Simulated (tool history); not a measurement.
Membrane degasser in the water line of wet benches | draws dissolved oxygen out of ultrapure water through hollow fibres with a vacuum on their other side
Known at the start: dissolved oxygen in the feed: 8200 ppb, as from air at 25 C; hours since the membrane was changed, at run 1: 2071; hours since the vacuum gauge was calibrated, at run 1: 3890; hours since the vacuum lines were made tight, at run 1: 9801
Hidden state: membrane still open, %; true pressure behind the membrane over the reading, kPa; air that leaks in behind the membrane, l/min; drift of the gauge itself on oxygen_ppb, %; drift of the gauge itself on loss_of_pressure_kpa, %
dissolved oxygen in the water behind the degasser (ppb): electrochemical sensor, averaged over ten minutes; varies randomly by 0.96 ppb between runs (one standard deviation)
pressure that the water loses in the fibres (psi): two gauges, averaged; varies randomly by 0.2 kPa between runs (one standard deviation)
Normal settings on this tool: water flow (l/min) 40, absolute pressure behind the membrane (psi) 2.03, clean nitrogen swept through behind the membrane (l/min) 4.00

| run | hour | water flow (l/min) | absolute pressure behind the membrane (psi) | clean nitrogen swept through behind the membrane (l/min) | hours since the membrane was changed | hours since the vacuum gauge was calibrated | hours since the vacuum lines were made tight | dissolved oxygen in the water behind the degasser (ppb) | pressure that the water loses in the fibres (psi) |
|---|---|---|---|---|---|---|---|---|---|
| 1 | 0.0 | 40 | 2.03 | 4.00 | 2071 | 3890 | 9801 | 248.7 | 6.596 |
| 2 | 123.4 | 40 | 2.03 | 4.00 | 2194 | 4013 | 9924 | 251.5 | 6.588 |
| 3 | 192.8 | 40 | 2.03 | 4.00 | 2264 | 4083 | 9994 | 250.0 | 6.604 |
| 4 | 361.3 | 40 | 2.03 | 4.00 | 2432 | 4251 | 10162 | 250.5 | 6.595 |
| 5 | 510.1 | 40 | 2.03 | 4.00 | 2581 | 4400 | 10311 | 249.7 | 6.669 |
| 6 | 594.2 | 40 | 2.03 | 4.00 | 2665 | 4484 | 10395 | 250.2 | 6.712 |
| 7 | 720.9 | 40 | 2.03 | 4.00 | 2792 | 4611 | 10522 | 249.4 | 6.679 |
| 8 | 877.4 | 40 | 2.03 | 4.00 | 2948 | 4767 | 10678 | 250.2 | 6.712 |
| 9 | 1033.0 | 40 | 2.03 | 4.00 | 3104 | 4923 | 10834 | 250.6 | 6.731 |
| 10 | 1200.8 | 40 | 2.03 | 4.00 | 3272 | 5091 | 11002 | 251.9 | 6.711 |
| 11 | 1331.2 | 40 | 2.03 | 4.00 | 3402 | 5221 | 11132 | 249.8 | 6.805 |
| 12 | 1422.5 | 40 | 2.03 | 4.00 | 3493 | 5312 | 11223 | 250.2 | 6.727 |
|  | 1478.9 | gauge calibrated |
| 13 | 1534.9 | 50 | 2.03 | 4.00 | 3606 | 5425 | 11336 | 310.1 | 8.256 |
| 14 | 1696.3 | 40 | 2.03 | 4.00 | 3767 | 5586 | 11497 | 250.5 | 6.683 |
| 15 | 1787.8 | 40 | 5.08 | 4.00 | 3859 | 5678 | 11589 | 697.6 | 6.625 |
| 16 | 1884.4 | 40 | 2.03 | 4.00 | 3955 | 5774 | 11685 | 249.1 | 6.647 |
| 17 | 2032.5 | 40 | 2.03 | 4.00 | 4103 | 5922 | 11834 | 248.5 | 6.638 |
| 18 | 2148.9 | 40 | 3.58 | 4.28 | 4220 | 6039 | 11950 | 456.0 | 6.691 |

Run 19, settings as shown, results not yet in. Your forecast:
| 19 | 2298.8 | 33 | 3.58 | 3.37 | 4370 | 6189 | 12100 | ? | ? |

{"run 19": {"dissolved oxygen in the water behind the degasser (ppb)": 473.5, "pressure that the water loses in the fibres (psi)": 5.497}}
Were there no unlogged condition in the tool, this run, its random variation unchanged, would have produced dissolved oxygen in the water behind the degasser (ppb) 473.2, pressure that the water loses in the fibres (psi) 5.422.
